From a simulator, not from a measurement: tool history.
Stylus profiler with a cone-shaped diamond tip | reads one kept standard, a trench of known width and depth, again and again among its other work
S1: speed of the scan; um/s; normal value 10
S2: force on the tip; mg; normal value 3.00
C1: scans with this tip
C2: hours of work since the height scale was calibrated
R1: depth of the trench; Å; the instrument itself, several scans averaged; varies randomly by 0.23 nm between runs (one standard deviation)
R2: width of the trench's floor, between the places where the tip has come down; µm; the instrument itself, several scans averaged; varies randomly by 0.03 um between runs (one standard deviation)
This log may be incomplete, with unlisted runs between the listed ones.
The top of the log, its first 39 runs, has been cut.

run   hour  S1    S2    C1   C2       R1     R2
 40  648.6   9  1.69  1212  288  10125.6  93.63
 41  662.2  23  4.45  1236  294  10246.4  93.59
 42  681.5   2  1.96  1270  302  10138.0  93.68
 43  704.3  28  8.24  1309  311  10375.6  93.58
 44  718.3  10  3.23  1333  317  10194.1  93.68
 45  742.5  39  7.14  1375  327  10343.4  93.50
 46  757.7  39  7.14  1402  333  10340.0  93.54
 47  778.5  22  2.74  1438  342  10169.9  93.55

3 ways to go on from here, each from the tool as it stands after run 47. What would each give?
  A  792.1  20  2.74  1462  347   ?   ?
  B  792.1  28  5.77  1462  347   ?   ?
  C  792.1   7  3.00  1462  347   ?   ?

run       R1     R2
  A  10172.5  93.49
  B  10294.3  93.57
  C  10182.8  93.55
The same runs, with their run-to-run variation unchanged, on a tool lacking any hidden condition would have given:
run       R1     R2
  A  10188.4  93.84
  B  10310.4  93.92
  C  10198.8  93.89

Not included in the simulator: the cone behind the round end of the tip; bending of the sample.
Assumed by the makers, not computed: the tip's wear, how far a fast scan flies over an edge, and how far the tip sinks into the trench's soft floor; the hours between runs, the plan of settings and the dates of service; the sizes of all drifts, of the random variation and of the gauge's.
